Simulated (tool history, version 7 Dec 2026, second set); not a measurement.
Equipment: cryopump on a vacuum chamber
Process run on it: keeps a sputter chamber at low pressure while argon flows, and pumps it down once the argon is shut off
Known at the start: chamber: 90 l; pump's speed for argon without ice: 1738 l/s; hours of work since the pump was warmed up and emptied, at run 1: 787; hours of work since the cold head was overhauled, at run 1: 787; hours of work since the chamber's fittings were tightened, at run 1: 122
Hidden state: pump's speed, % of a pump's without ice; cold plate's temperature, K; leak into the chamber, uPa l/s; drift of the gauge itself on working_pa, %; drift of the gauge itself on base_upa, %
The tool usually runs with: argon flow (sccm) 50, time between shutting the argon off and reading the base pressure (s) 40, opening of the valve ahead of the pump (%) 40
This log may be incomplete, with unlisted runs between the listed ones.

run,hour,argon flow (sccm),time between shutting the argon off and reading the base pressure (s),opening of the valve ahead of the pump (%),hours of work since the pump was warmed up and emptied,hours of work since the cold head was overhauled,hours of work since the chamber's fittings were tightened,pressure while argon flows (Pa),pressure after the wait (uPa)
1,0.0,50,40,40,787,787,122,0.1316,1.89
2,25.4,100,40,40,806,806,141,0.2648,1.96
3,49.5,50,40,40,824,824,159,0.1310,1.95
4,73.5,31,40,40,841,841,176,0.0810,1.98
5,93.6,43,40,40,856,856,191,0.1157,2.09
6,121.1,43,40,51,876,876,211,0.0915,2.12
7,134.5,26,283,51,886,886,221,0.0556,1.00

Estimate the outcome of run 8 from the log above:
8,150.4,39,178,42,898,898,233,?,?

{"run 8": {"pressure while argon flows (Pa)": 0.0998, "pressure after the wait (uPa)": 1.21}}
On a tool with no hidden condition, and with the same random variation, this run would have come out at pressure while argon flows (Pa) 0.0907, pressure after the wait (uPa) 0.50.

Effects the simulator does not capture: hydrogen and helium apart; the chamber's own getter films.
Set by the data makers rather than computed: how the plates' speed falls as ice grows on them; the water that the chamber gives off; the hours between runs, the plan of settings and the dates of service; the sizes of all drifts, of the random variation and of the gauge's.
